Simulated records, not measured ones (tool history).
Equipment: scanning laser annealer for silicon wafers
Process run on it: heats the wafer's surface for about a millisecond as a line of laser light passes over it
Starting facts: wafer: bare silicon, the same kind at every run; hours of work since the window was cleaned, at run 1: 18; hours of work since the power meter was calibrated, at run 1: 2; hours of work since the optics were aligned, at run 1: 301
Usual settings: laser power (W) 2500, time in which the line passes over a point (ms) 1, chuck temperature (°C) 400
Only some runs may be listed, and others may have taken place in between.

| run | hour | laser power (W) | time in which the line passes over a point (ms) | chuck temperature (°C) | hours of work since the window was cleaned | hours of work since the power meter was calibrated | hours of work since the optics were aligned | highest temperature of the surface (°C) |
|---|---|---|---|---|---|---|---|---|
| 1 | 0 | 2500 | 1 | 400 | 18 | 2 | 301 | 1159 |
| 2 | 22.7 | 2500 | 1 | 400 | 29 | 13 | 312 | 1160 |
| 3 | 44.2 | 2133 | 1 | 400 | 39 | 24 | 323 | 1022 |
| 4 | 59.3 | 2133 | 1 | 400 | 46 | 31 | 330 | 1022 |
| 5 | 74.6 | 2133 | 1 | 400 | 54 | 38 | 337 | 1020 |
| 6 | 96.1 | 2133 | 1 | 400 | 64 | 49 | 348 | 1021 |
| 7 | 106.9 | 2500 | 1 | 400 | 69 | 54 | 353 | 1158 |
| 8 | 130.6 | 2500 | 1 | 400 | 81 | 65 | 364 | 1155 |
| 9 | 144.4 | 2500 | 1 | 400 | 88 | 72 | 371 | 1157 |
| 10 | 156 | 2500 | 1 | 400 | 93 | 78 | 377 | 1154 |
| 11 | 168.6 | 2500 | 1 | 400 | 99 | 84 | 383 | 1154 |
| 12 | 179.5 | 2500 | 1 | 400 | 105 | 89 | 388 | 1156 |
| 13 | 199.5 | 2500 | 1 | 365 | 114 | 99 | 398 | 1119 |
| 14 | 209.6 | 2500 | 1 | 365 | 119 | 104 | 403 | 1116 |
| 15 | 229 | 2500 | 1 | 400 | 128 | 113 | 412 | 1153 |
| 16 | 243.8 | 2500 | 0.77 | 400 | 136 | 120 | 419 | 1060 |
| 17 | 262.1 | 2500 | 1 | 400 | 144 | 129 | 428 | 1154 |
| 18 | 277.5 | 2500 | 1 | 400 | 152 | 136 | 435 | 1152 |
| 19 | 290.5 | 2500 | 1 | 400 | 158 | 143 | 442 | 1153 |
| 20 | 301.9 | 2500 | 1.02 | 400 | 164 | 148 | 447 | 1161 |
| 21 | 311.7 | 2500 | 0.74 | 396 | 168 | 153 | 452 | 1042 |
| 22 | 334.3 | 2500 | 0.7 | 362 | 179 | 164 | 463 | 990 |
| 23 | 350.2 | 2350 | 1.19 | 400 | 187 | 172 | 471 | 1157 |
| 24 | 373.2 | 2544 | 1 | 364 | 198 | 183 | 482 | 1131 |
| 25 | 388.5 | 2520 | 0.8 | 379 | 205 | 190 | 489 | 1054 |
| 26 | 407.9 | 2250 | 1 | 404 | 215 | 199 | 498 | 1059 |
| 27 | 421.2 | 2550 | 0.94 | 380 | 221 | 206 | 505 | 1117 |
| 28 | 436.9 | 2550 | 0.94 | 380 | 229 | 213 | 512 | 1121 |
| 29 | 448.8 | 2550 | 0.94 | 380 | 235 | 219 | 518 | 1121 |
| 30 | 460.7 | 2550 | 0.94 | 380 | 240 | 225 | 524 | 1122 |
| 31 | 484.6 | 2550 | 0.94 | 380 | 252 | 236 | 535 | 1118 |
| 32 | 501.5 | 2622 | 0.89 | 426 | 260 | 245 | 544 | 1170 |
| 33 | 522.6 | 2518 | 0.75 | 426 | 270 | 255 | 554 | 1077 |
| 34 | 533.6 | 2405 | 1 | 399 | 276 | 260 | 559 | 1106 |
| 35 | 548.8 | 2405 | 1 | 399 | 283 | 267 | 566 | 1108 |
| 36 | 570.1 | 2405 | 1.07 | 424 | 293 | 278 | 577 | 1155 |
| 37 | 586.4 | 2451 | 1.07 | 424 | 301 | 286 | 585 | 1174 |
| 38 | 609.6 | 2604 | 1.1 | 378 | 312 | 297 | 596 | 1196 |
| 39 | 625.5 | 2500 | 1 | 431 | 320 | 305 | 604 | 1171 |
| 40 | 647.9 | 2282 | 1 | 424 | 331 | 315 | 614 | 1086 |

Alternative continuations, all from the tool just after run 40; predict every row:
| A | 659.5 | 2282 | 0.74 | 428 | 336 | 321 | 620 | ? |
| B | 659.5 | 2282 | 0.82 | 433 | 336 | 321 | 620 | ? |
| C | 659.5 | 2222 | 1.13 | 430 | 336 | 321 | 620 | ? |
| D | 659.5 | 2165 | 1 | 400 | 336 | 321 | 620 | ? |
| E | 659.5 | 2500 | 1 | 371 | 336 | 321 | 620 | ? |

| run | highest temperature of the surface (°C) |
|---|---|
| A | 995 |
| B | 1033 |
| C | 1109 |
| D | 1021 |
| E | 1114 |
Without the tool's hidden state the same runs would have given:
| run | highest temperature of the surface (°C) |
|---|---|
| A | 1016 |
| B | 1054 |
| C | 1133 |
| D | 1043 |
| E | 1141 |
